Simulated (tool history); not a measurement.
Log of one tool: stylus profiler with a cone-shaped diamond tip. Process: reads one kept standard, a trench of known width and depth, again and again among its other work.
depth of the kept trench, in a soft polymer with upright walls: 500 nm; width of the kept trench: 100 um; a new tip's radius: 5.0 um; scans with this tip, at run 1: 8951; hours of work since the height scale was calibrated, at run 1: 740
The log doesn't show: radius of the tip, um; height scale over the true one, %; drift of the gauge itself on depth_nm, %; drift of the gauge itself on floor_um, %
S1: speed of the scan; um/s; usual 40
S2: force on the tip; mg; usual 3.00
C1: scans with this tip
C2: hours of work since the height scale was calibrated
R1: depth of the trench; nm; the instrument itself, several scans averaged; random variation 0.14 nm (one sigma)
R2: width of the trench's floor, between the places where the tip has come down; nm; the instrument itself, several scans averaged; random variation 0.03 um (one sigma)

{"run": 1, "hour": 0.0, "S1": 40, "S2": 3.0, "C1": 8951, "C2": 740, "R1": 503.53, "R2": 95450}
{"run": 2, "hour": 23.5, "S1": 40, "S2": 3.0, "C1": 9156, "C2": 757, "R1": 503.61, "R2": 95430}
{"run": 3, "hour": 61.4, "S1": 40, "S2": 3.0, "C1": 9486, "C2": 784, "R1": 503.78, "R2": 95480}
{"run": 4, "hour": 118.6, "S1": 118, "S2": 3.0, "C1": 9985, "C2": 826, "R1": 503.56, "R2": 95220}
{"run": 5, "hour": 167.3, "S1": 118, "S2": 3.0, "C1": 10410, "C2": 861, "R1": 503.52, "R2": 95200}
{"run": 6, "hour": 193.1, "S1": 40, "S2": 3.0, "C1": 10635, "C2": 879, "R1": 503.75, "R2": 95500}
{"run": 7, "hour": 229.5, "S1": 40, "S2": 3.0, "C1": 10952, "C2": 906, "R1": 503.71, "R2": 95470}
{"run": 8, "hour": 254.7, "S1": 40, "S2": 1.59, "C1": 11172, "C2": 924, "R1": 502.43, "R2": 95430}
{"run": 9, "hour": 311.6, "S1": 40, "S2": 3.0, "C1": 11668, "C2": 965, "R1": 503.61, "R2": 95470}
{"run": 10, "hour": 360.3, "S1": 40, "S2": 7.97, "C1": 12092, "C2": 1000, "R1": 507.23, "R2": 95520}
{"run": 11, "hour": 408.4, "S1": 150, "S2": 1.52, "C1": 12512, "C2": 1035, "R1": 502.42, "R2": 94900}
{"run": 12, "hour": 440.6, "S1": 97, "S2": 2.05, "C1": 12792, "C2": 1058, "R1": 502.77, "R2": 95220}
{"run": 13, "hour": 485.1, "S1": 10, "S2": 5.98, "C1": 13180, "C2": 1090, "R1": 506.06, "R2": 95620}
{"run": 14, "hour": 534.6, "S1": 10, "S2": 5.98, "C1": 13612, "C2": 1126, "R1": 505.63, "R2": 95630}
{"run": 15, "hour": 574.0, "S1": 82, "S2": 4.89, "C1": 13955, "C2": 1154, "R1": 505.24, "R2": 95420}
{"run": 16, "hour": 608.8, "S1": 43, "S2": 8.87, "C1": 14259, "C2": 1179, "R1": 507.55, "R2": 95520}
{"run": 17, "hour": 645.8, "S1": 64, "S2": 3.2, "C1": 14582, "C2": 1206, "R1": 503.86, "R2": 95390}
{"run": 18, "hour": 689.5, "S1": 24, "S2": 3.11, "C1": 14963, "C2": 1237, "R1": 503.63, "R2": 95520}
{"run": 19, "hour": 742.4, "S1": 146, "S2": 6.1, "C1": 15424, "C2": 1275, "R1": 505.83, "R2": 95250}
{"run": 20, "hour": 789.3, "S1": 146, "S2": 6.1, "C1": 15832, "C2": 1309, "R1": 506.12, "R2": 95240}

Forecast each of these 3 alternatives for the next run:
{"run": "A", "hour": 832.0, "S1": 55, "S2": 1.5, "C1": 16204, "C2": 1340, "R1": "?", "R2": "?"}
{"run": "B", "hour": 832.0, "S1": 152, "S2": 6.1, "C1": 16204, "C2": 1340, "R1": "?", "R2": "?"}
{"run": "C", "hour": 832.0, "S1": 11, "S2": 3.0, "C1": 16204, "C2": 1340, "R1": "?", "R2": "?"}

run=A R1=502.51 R2=95350
run=B R1=506.05 R2=95230
run=C R1=503.63 R2=95640
Without the tool's hidden state the same runs would have given:
run=A R1=502.53 R2=95360
run=B R1=506.08 R2=95250
run=C R1=503.65 R2=95650

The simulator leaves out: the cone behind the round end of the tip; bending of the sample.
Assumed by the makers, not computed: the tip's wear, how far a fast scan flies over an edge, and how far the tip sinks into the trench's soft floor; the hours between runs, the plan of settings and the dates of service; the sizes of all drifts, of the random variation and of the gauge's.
